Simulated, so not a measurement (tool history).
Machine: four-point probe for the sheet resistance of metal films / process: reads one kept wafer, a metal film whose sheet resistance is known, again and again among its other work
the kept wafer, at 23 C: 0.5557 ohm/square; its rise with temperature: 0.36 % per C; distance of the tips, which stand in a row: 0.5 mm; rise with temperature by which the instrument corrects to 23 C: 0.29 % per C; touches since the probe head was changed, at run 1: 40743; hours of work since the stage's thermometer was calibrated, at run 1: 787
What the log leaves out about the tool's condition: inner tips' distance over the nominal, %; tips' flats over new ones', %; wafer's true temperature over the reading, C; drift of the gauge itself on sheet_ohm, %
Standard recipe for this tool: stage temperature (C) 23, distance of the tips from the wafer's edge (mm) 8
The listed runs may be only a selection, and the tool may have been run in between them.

run,hour,stage temperature (C),distance of the tips from the wafer's edge (mm),touches since the probe head was changed,hours of work since the stage's thermometer was calibrated,sheet resistance as the instrument gives it (ohm/square)
1,0,23,8,40743,787,0.55473
2,33.8,23,8,41395,805,0.554561
3,84.5,23,8,42370,833,0.554441
4,108.2,23,8,42828,846,0.554649
5,138.4,32,8,43409,863,0.558294
6,187.7,32,8,44359,890,0.558001
7,213,32,8,44846,904,0.558009
8,247.8,32,8,45515,923,0.557959
9,283.7,19,8,46208,942,0.552786
10,316,19,8,46830,960,0.552827
11,341.6,19,8,47323,974,0.552776
12,388.9,19,8,48234,1000,0.552824
13,410,23,5,48640,1012,0.556154
14,456.3,23,5,49533,1037,0.556009
15,486.4,23,8,50112,1053,0.554272
16,521,23,8,50780,1072,0.554276
17,558.5,23,8,51501,1093,0.554321
18,579.5,23,12,51905,1104,0.553349
19,626.5,23,12,52812,1130,0.553639
20,663.6,23,12,53526,1151,0.553245
21,689,23,8,54015,1165,0.554097
# hour 692.2: stage's thermometer calibrated
22,739,23,8,54969,26,0.554191
23,789.7,23,8,55946,53,0.554075
24,839.4,23,19,56903,81,0.552851
25,871.6,20,8,57522,98,0.55303
26,904.7,31,13,58161,116,0.556298
# hour 940.1: stage's thermometer calibrated, once more
27,943.6,31,13,58901,2,0.555375
28,964.9,31,32,59310,14,0.555136
29,995.9,20,30,59907,31,0.550735
30,1045.2,30,38,60858,58,0.554743
31,1092.5,30,38,61769,84,0.554587
32,1117,30,57,62241,97,0.5545
33,1145.4,26,21,62787,112,0.553322
34,1183,26,21,63512,133,0.553196
# hour 1218.1: new probe head fitted
35,1226.1,26,21,154,156,0.557318
36,1266,26,21,924,178,0.557185
37,1300.8,20,9,1594,197,0.555774
38,1323.1,20,50,2024,209,0.554709
39,1365.3,23,18,2835,232,0.555951
40,1390.5,32,13,3321,246,0.559733
41,1425.5,30,5,3996,265,0.561439
42,1463.3,24,27,4723,286,0.556052
43,1485.3,24,49,5148,298,0.55624
44,1527.2,23,8,5954,321,0.556945
45,1548.9,27,4,6372,333,0.561903

Consider 3 possible next runs. They are alternatives, not a sequence: every one starts from the tool as it was left by run 45. What does each give?
A,1599.4,27,13,7345,361,?
B,1599.4,34,13,7345,361,?
C,1599.4,19,14,7345,361,?

run,sheet resistance as the instrument gives it (ohm/square)
A,0.557491
B,0.56017
C,0.554341
Had the tool no hidden state, the same runs would have come out as:
run,sheet resistance as the instrument gives it (ohm/square)
A,0.557624
B,0.560304
C,0.554473

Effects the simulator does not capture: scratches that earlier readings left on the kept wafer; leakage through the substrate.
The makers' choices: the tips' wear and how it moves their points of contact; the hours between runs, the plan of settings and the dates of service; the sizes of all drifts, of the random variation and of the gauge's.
